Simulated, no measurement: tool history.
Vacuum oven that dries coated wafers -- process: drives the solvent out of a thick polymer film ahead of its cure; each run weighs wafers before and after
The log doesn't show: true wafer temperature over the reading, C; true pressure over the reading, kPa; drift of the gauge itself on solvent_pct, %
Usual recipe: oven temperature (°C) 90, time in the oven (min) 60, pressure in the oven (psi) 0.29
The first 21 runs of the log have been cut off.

run	day	oven temperature (°C)	time in the oven (min)	pressure in the oven (psi)	hours of work since the thermocouples were calibrated	hours of work since the vacuum gauge was cleaned of residue	solvent left in the film (%)
22	30.562	83	57	0.29	680	710	3.45
23	31.838	91	50	0.29	698	728	2.3
24	33.983	101	60	0.219	729	759	0.94
25	35.383	84	60	0.448	749	779	4.34
26	36.671	100	98	0.535	767	797	2.35
27	38.188	100	98	0.535	788	818	2.31
28	39.75	88	37	0.88	811	840	6.58
29	41.796	86	60	0.786	840	869	5.88
30	43.338	86	60	0.786	861	891	5.97
31	44.808	80	53	0.29	882	912	4.27
32	46.746	90	36	0.26	910	940	2.92

Run 33 has not been measured yet. What should we expect?
33	48.338	87	40	0.273	932	962	?

{"run 33": {"solvent left in the film (%)": 3.29}}
On a tool with no hidden condition, and with the same random variation, this run would have come out at solvent left in the film (%) 3.44.

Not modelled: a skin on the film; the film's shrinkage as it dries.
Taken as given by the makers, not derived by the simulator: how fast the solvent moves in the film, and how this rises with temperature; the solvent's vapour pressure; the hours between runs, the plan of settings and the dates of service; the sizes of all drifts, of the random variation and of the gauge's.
